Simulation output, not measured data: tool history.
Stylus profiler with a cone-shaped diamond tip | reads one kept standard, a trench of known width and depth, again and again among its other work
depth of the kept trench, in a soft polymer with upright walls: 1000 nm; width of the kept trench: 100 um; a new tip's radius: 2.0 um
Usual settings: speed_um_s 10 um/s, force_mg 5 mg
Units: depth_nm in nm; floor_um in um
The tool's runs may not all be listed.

{"run": 1, "hour": 0.0, "speed_um_s": 10, "force_mg": 5, "depth_nm": 1023.41, "floor_um": 95.42}
{"run": 2, "hour": 29.1, "speed_um_s": 7, "force_mg": 5, "depth_nm": 1023.38, "floor_um": 95.45}
{"run": 3, "hour": 61.0, "speed_um_s": 6, "force_mg": 5, "depth_nm": 1023.84, "floor_um": 95.35}
{"run": 4, "hour": 90.3, "speed_um_s": 6, "force_mg": 5, "depth_nm": 1023.71, "floor_um": 95.29}
{"run": 5, "hour": 107.9, "speed_um_s": 10, "force_mg": 5, "depth_nm": 1023.84, "floor_um": 95.24}
{"run": 6, "hour": 129.2, "speed_um_s": 10, "force_mg": 5, "depth_nm": 1023.47, "floor_um": 95.29}
{"run": 7, "hour": 160.2, "speed_um_s": 10, "force_mg": 5, "depth_nm": 1024.43, "floor_um": 95.27}
{"run": 8, "hour": 179.8, "speed_um_s": 10, "force_mg": 5, "depth_nm": 1023.99, "floor_um": 95.22}
{"run": 9, "hour": 207.0, "speed_um_s": 10, "force_mg": 2.75, "depth_nm": 1016.54, "floor_um": 95.17}
{"run": 10, "hour": 234.4, "speed_um_s": 10, "force_mg": 1.67, "depth_nm": 1012.34, "floor_um": 95.17}
{"run": 11, "hour": 263.8, "speed_um_s": 5, "force_mg": 5, "depth_nm": 1024.28, "floor_um": 95.14}
{"run": 12, "hour": 286.3, "speed_um_s": 5, "force_mg": 5, "depth_nm": 1024.6, "floor_um": 95.14}
{"run": 13, "hour": 305.6, "speed_um_s": 5, "force_mg": 5, "depth_nm": 1023.93, "floor_um": 95.09}
{"run": 14, "hour": 324.9, "speed_um_s": 5, "force_mg": 5, "depth_nm": 1024.14, "floor_um": 95.15}
{"run": 15, "hour": 341.3, "speed_um_s": 5, "force_mg": 5, "depth_nm": 1024.48, "floor_um": 95.05}
{"hour": 350.4, "done": "height scale calibrated on a step standard"}
{"run": 16, "hour": 355.0, "speed_um_s": 27, "force_mg": 5, "depth_nm": 1022.06, "floor_um": 95.03}
{"run": 17, "hour": 381.6, "speed_um_s": 10, "force_mg": 12.63, "depth_nm": 1041.28, "floor_um": 95.01}
{"run": 18, "hour": 397.6, "speed_um_s": 28, "force_mg": 5, "depth_nm": 1022.1, "floor_um": 94.94}
{"run": 19, "hour": 417.9, "speed_um_s": 28, "force_mg": 5, "depth_nm": 1022.42, "floor_um": 94.91}
{"run": 20, "hour": 438.3, "speed_um_s": 13, "force_mg": 10.7, "depth_nm": 1036.57, "floor_um": 94.93}
{"run": 21, "hour": 460.1, "speed_um_s": 19, "force_mg": 2.09, "depth_nm": 1012.14, "floor_um": 94.93}
{"run": 22, "hour": 479.2, "speed_um_s": 7, "force_mg": 5, "depth_nm": 1022.11, "floor_um": 94.98}
{"run": 23, "hour": 503.1, "speed_um_s": 32, "force_mg": 1.94, "depth_nm": 1011.41, "floor_um": 94.85}
{"run": 24, "hour": 531.9, "speed_um_s": 11, "force_mg": 1.94, "depth_nm": 1012.18, "floor_um": 94.84}
{"run": 25, "hour": 549.0, "speed_um_s": 13, "force_mg": 13.77, "depth_nm": 1043.98, "floor_um": 94.84}
{"run": 26, "hour": 574.4, "speed_um_s": 10, "force_mg": 1.7, "depth_nm": 1011.02, "floor_um": 94.79}
{"run": 27, "hour": 591.7, "speed_um_s": 10, "force_mg": 1.7, "depth_nm": 1010.67, "floor_um": 94.7}
{"run": 28, "hour": 622.0, "speed_um_s": 3, "force_mg": 6.54, "depth_nm": 1026.93, "floor_um": 94.73}
{"run": 29, "hour": 650.6, "speed_um_s": 10, "force_mg": 6.37, "depth_nm": 1026.72, "floor_um": 94.75}
{"run": 30, "hour": 682.6, "speed_um_s": 10, "force_mg": 6.37, "depth_nm": 1026.25, "floor_um": 94.69}
{"run": 31, "hour": 714.6, "speed_um_s": 10, "force_mg": 6.37, "depth_nm": 1026.57, "floor_um": 94.71}
{"run": 32, "hour": 739.5, "speed_um_s": 39, "force_mg": 9, "depth_nm": 1033.38, "floor_um": 94.67}
{"run": 33, "hour": 766.1, "speed_um_s": 27, "force_mg": 3.38, "depth_nm": 1017.54, "floor_um": 94.57}
{"run": 34, "hour": 794.9, "speed_um_s": 39, "force_mg": 1.91, "depth_nm": 1012.32, "floor_um": 94.53}
{"run": 35, "hour": 814.6, "speed_um_s": 39, "force_mg": 1.91, "depth_nm": 1012.22, "floor_um": 94.48}
{"run": 36, "hour": 838.3, "speed_um_s": 39, "force_mg": 8.35, "depth_nm": 1031.53, "floor_um": 94.51}

Forecast each of these 4 alternatives for the next run:
{"run": "A", "hour": 862.7, "speed_um_s": 5, "force_mg": 2.61, "depth_nm": "?", "floor_um": "?"}
{"run": "B", "hour": 862.7, "speed_um_s": 4, "force_mg": 5.07, "depth_nm": "?", "floor_um": "?"}
{"run": "C", "hour": 862.7, "speed_um_s": 12, "force_mg": 3.34, "depth_nm": "?", "floor_um": "?"}
{"run": "D", "hour": 862.7, "speed_um_s": 12, "force_mg": 13.17, "depth_nm": "?", "floor_um": "?"}

run=A depth_nm=1015.19 floor_um=94.6
run=B depth_nm=1022.75 floor_um=94.6
run=C depth_nm=1017.89 floor_um=94.58
run=D depth_nm=1043.08 floor_um=94.54
Without the tool's hidden state the same runs would have given:
run=A depth_nm=1014.64 floor_um=96.56
run=B depth_nm=1022.2 floor_um=96.56
run=C depth_nm=1017.34 floor_um=96.54
run=D depth_nm=1042.51 floor_um=96.5

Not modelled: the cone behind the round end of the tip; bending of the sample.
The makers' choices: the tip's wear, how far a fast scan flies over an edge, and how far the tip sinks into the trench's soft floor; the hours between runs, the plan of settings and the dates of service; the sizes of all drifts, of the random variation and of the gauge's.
